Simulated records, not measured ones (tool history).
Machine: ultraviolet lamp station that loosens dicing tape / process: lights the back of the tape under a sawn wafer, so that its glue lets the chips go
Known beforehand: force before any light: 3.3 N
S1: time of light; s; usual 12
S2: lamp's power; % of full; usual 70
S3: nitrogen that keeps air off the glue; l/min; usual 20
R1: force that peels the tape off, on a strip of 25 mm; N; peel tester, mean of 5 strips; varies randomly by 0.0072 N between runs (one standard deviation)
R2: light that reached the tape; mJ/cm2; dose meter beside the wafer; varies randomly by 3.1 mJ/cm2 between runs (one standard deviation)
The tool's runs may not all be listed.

{"run": 1, "day": 0.0, "S1": 12, "S2": 70, "S3": 20, "R1": 0.463, "R2": 335}
{"run": 2, "day": 0.417, "S1": 11, "S2": 70, "S3": 20, "R1": 0.52, "R2": 305}
{"run": 3, "day": 0.917, "S1": 11, "S2": 70, "S3": 20, "R1": 0.523, "R2": 310}
{"run": 4, "day": 1.483, "S1": 11, "S2": 70, "S3": 20, "R1": 0.537, "R2": 304}
{"run": 5, "day": 1.996, "S1": 11, "S2": 70, "S3": 20, "R1": 0.54, "R2": 301}
{"run": 6, "day": 2.567, "S1": 17, "S2": 70, "S3": 20, "R1": 0.267, "R2": 463}
{"run": 7, "day": 3.096, "S1": 13, "S2": 70, "S3": 20, "R1": 0.435, "R2": 350}
{"run": 8, "day": 3.554, "S1": 13, "S2": 99, "S3": 20, "R1": 0.239, "R2": 492}
{"run": 9, "day": 4.046, "S1": 13, "S2": 99, "S3": 20, "R1": 0.26, "R2": 483}
{"run": 10, "day": 4.488, "S1": 13, "S2": 99, "S3": 20, "R1": 0.243, "R2": 485}
{"run": 11, "day": 5.058, "S1": 12, "S2": 70, "S3": 10, "R1": 0.738, "R2": 310}
{"run": 12, "day": 5.462, "S1": 12, "S2": 70, "S3": 10, "R1": 0.714, "R2": 316}
{"run": 13, "day": 5.792, "S1": 12, "S2": 73, "S3": 20, "R1": 0.5, "R2": 328}
{"run": 14, "day": 6.283, "S1": 13, "S2": 99, "S3": 10, "R1": 0.388, "R2": 471}
{"run": 15, "day": 6.85, "S1": 13, "S2": 99, "S3": 10, "R1": 0.379, "R2": 469}
{"run": 16, "day": 7.238, "S1": 7, "S2": 99, "S3": 7, "R1": 1.134, "R2": 253}
{"day": 7.312, "done": "window cleaned of glue's vapour"}
{"run": 17, "day": 7.796, "S1": 12, "S2": 79, "S3": 20, "R1": 0.546, "R2": 304}
{"run": 18, "day": 8.379, "S1": 12, "S2": 76, "S3": 20, "R1": 0.587, "R2": 287}
{"run": 19, "day": 8.729, "S1": 19, "S2": 66, "S3": 10, "R1": 0.539, "R2": 392}
{"run": 20, "day": 9.421, "S1": 23, "S2": 81, "S3": 20, "R1": 0.194, "R2": 582}
{"run": 21, "day": 10.171, "S1": 19, "S2": 67, "S3": 20, "R1": 0.34, "R2": 388}
{"run": 22, "day": 10.871, "S1": 19, "S2": 67, "S3": 20, "R1": 0.356, "R2": 390}
{"day": 11.104, "done": "window cleaned of glue's vapour, once more"}
{"run": 23, "day": 11.367, "S1": 19, "S2": 67, "S3": 20, "R1": 0.216, "R2": 519}
{"run": 24, "day": 11.862, "S1": 18, "S2": 67, "S3": 20, "R1": 0.238, "R2": 495}
{"run": 25, "day": 12.567, "S1": 23, "S2": 72, "S3": 20, "R1": 0.161, "R2": 669}

Consider 4 possible next runs. They are alternatives, not a sequence: every one starts from the tool as it was left by run 25. What does each give?
{"run": "A", "day": 13.254, "S1": 11, "S2": 82, "S3": 20, "R1": "?", "R2": "?"}
{"run": "B", "day": 13.254, "S1": 11, "S2": 88, "S3": 9, "R1": "?", "R2": "?"}
{"run": "C", "day": 13.254, "S1": 12, "S2": 64, "S3": 12, "R1": "?", "R2": "?"}
{"run": "D", "day": 13.254, "S1": 9, "S2": 72, "S3": 16, "R1": "?", "R2": "?"}

run=A R1=0.419 R2=361
run=B R1=0.569 R2=387
run=C R1=0.674 R2=308
run=D R1=0.737 R2=256
Without the tool's unlogged condition, the same runs would have read:
run=A R1=0.236 R2=506
run=B R1=0.327 R2=543
run=C R1=0.399 R2=432
run=D R1=0.442 R2=360
